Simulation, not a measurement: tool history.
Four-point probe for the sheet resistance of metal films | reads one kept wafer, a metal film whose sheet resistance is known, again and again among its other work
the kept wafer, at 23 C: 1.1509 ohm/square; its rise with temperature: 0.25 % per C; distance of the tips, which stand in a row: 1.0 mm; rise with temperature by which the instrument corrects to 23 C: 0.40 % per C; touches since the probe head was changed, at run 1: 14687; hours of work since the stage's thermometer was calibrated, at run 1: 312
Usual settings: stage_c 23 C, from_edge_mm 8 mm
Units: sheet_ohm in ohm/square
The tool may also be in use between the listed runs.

run,day,stage_c,from_edge_mm,touches since the probe head was changed,hours of work since the stage's thermometer was calibrated,sheet_ohm
1,0,23,8,14687,312,1.160071
2,1.012,23,8,15128,322,1.159932
3,1.725,23,7,15439,329,1.162692
4,2.775,23,7,15896,339,1.162771
5,3.325,23,7,16135,345,1.16276
6,3.912,20,8,16393,350,1.164904
7,4.638,22,8,16708,357,1.161916
8,5.3,21,8,16997,364,1.163645
9,6.288,21,10,17427,373,1.159826
10,7.1,23,8,17780,381,1.159739
11,7.629,23,67,18012,386,1.150398
# day 7.742: stage's thermometer calibrated
12,8.317,23,8,18301,6,1.160025
13,9.279,23,8,18721,15,1.159836
14,10.242,23,8,19141,24,1.160205
15,11.179,23,8,19550,33,1.159911
16,12.2,23,5,19995,43,1.174738
17,13.096,26,5,20385,52,1.170001
# day 13.95: stage's thermometer calibrated, once more
18,13.962,26,5,20753,0,1.169156
19,14.479,26,30,20979,5,1.145936
20,14.946,21,17,21182,10,1.155502
21,15.871,21,17,21584,19,1.155737
22,16.567,35,4,21888,25,1.167676
23,17.154,21,7,22145,31,1.165962
24,18.204,21,7,22602,41,1.165908
25,19.096,21,7,22990,50,1.166359
26,19.638,21,7,23226,55,1.166435
27,20.425,34,6,23569,63,1.149446
28,21.267,34,6,23937,71,1.149206
29,21.967,33,8,24241,78,1.143402

Some steps in sheet_ohm between neighbouring runs. How much of each would the tool show without its hidden state too (settings, what came in, random variation), and how much is left for the hidden state, with any gauge scatter that isn't in both results?
The hidden state here: inner tips' distance over the nominal, %; tips' flats over new ones', %; wafer's true temperature over the reading, C; drift of the gauge itself on sheet_ohm, %.
Run 11 -> 12: from_edge_mm 67 -> 8, stage's thermometer calibrated. sheet_ohm +0.009627 ohm/square: hidden state +0.000081, all else +0.009546.
Run 17 -> 18: stage's thermometer calibrated, once more. sheet_ohm -0.000845 ohm/square: hidden state -0.000446, all else -0.000399.
Run 18 -> 19: from_edge_mm 5 -> 30. sheet_ohm -0.02322 ohm/square: hidden state +0.000034, all else -0.023254.
Run 26 -> 27: stage_c 21 -> 34, from_edge_mm 7 -> 6. sheet_ohm -0.016989 ohm/square: hidden state +0.000037, all else -0.017026.
